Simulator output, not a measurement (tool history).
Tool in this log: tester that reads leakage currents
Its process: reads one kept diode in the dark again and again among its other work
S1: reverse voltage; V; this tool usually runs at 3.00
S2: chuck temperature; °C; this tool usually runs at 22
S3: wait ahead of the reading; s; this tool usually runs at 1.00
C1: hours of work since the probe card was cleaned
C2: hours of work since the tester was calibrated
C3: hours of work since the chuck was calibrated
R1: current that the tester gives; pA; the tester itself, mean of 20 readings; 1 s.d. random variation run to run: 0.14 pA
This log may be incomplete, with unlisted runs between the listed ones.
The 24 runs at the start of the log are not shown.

{"hour": 1180.0, "done": "chuck's temperature calibrated"}
{"run": 25, "hour": 1197.3, "S1": 3.33, "S2": 23, "S3": 0.49, "C1": 123, "C2": 1904, "C3": 11, "R1": 49.77}
{"run": 26, "hour": 1233.7, "S1": 14.47, "S2": 23, "S3": 1.6, "C1": 147, "C2": 1928, "C3": 35, "R1": 78.18}
{"run": 27, "hour": 1301.0, "S1": 4.79, "S2": 26, "S3": 0.58, "C1": 191, "C2": 1972, "C3": 80, "R1": 72.86}
{"run": 28, "hour": 1338.5, "S1": 3.88, "S2": 22, "S3": 2.91, "C1": 216, "C2": 1997, "C3": 105, "R1": 46.16}
{"run": 29, "hour": 1396.9, "S1": 16.28, "S2": 46, "S3": 3.5, "C1": 255, "C2": 2035, "C3": 143, "R1": 575.85}
{"run": 30, "hour": 1424.5, "S1": 16.28, "S2": 46, "S3": 3.5, "C1": 273, "C2": 2054, "C3": 162, "R1": 577.66}
{"run": 31, "hour": 1477.3, "S1": 16.28, "S2": 46, "S3": 3.5, "C1": 308, "C2": 2089, "C3": 197, "R1": 580.21}
{"run": 32, "hour": 1538.6, "S1": 9.56, "S2": 31, "S3": 3.61, "C1": 349, "C2": 2129, "C3": 237, "R1": 138.88}
{"run": 33, "hour": 1594.6, "S1": 2.9, "S2": 22, "S3": 0.54, "C1": 386, "C2": 2166, "C3": 274, "R1": 42.74}
{"run": 34, "hour": 1649.8, "S1": 15.22, "S2": 46, "S3": 4.2, "C1": 422, "C2": 2203, "C3": 311, "R1": 564.66}
{"run": 35, "hour": 1706.1, "S1": 3.0, "S2": 25, "S3": 1.0, "C1": 459, "C2": 2240, "C3": 348, "R1": 56.07}
{"run": 36, "hour": 1753.3, "S1": 3.0, "S2": 25, "S3": 1.58, "C1": 490, "C2": 2271, "C3": 379, "R1": 55.76}
{"run": 37, "hour": 1792.7, "S1": 10.31, "S2": 57, "S3": 0.62, "C1": 517, "C2": 2297, "C3": 405, "R1": 1175.73}
{"run": 38, "hour": 1824.1, "S1": 1.03, "S2": 22, "S3": 7.05, "C1": 537, "C2": 2318, "C3": 426, "R1": 30.09}
{"run": 39, "hour": 1865.5, "S1": 1.39, "S2": 26, "S3": 1.0, "C1": 565, "C2": 2345, "C3": 453, "R1": 47.85}
{"run": 40, "hour": 1896.3, "S1": 4.87, "S2": 20, "S3": 4.87, "C1": 585, "C2": 2366, "C3": 474, "R1": 41.01}
{"run": 41, "hour": 1949.6, "S1": 4.87, "S2": 20, "S3": 4.87, "C1": 620, "C2": 2401, "C3": 509, "R1": 40.66}

Each row is a separate what-if for the run after 41, all from the same tool condition, not one after another. Results?
{"run": "A", "hour": 1983.6, "S1": 18.65, "S2": 45, "S3": 0.96, "C1": 643, "C2": 2423, "C3": 531, "R1": "?"}
{"run": "B", "hour": 1983.6, "S1": 1.51, "S2": 23, "S3": 0.57, "C1": 643, "C2": 2423, "C3": 531, "R1": "?"}
{"run": "C", "hour": 1983.6, "S1": 3.0, "S2": 30, "S3": 0.36, "C1": 643, "C2": 2423, "C3": 531, "R1": "?"}

run=A R1=547.67
run=B R1=37.22
run=C R1=87.98
Had the tool no hidden state, the same runs would have come out as:
run=A R1=554.14
run=B R1=37.68
run=C R1=89.17
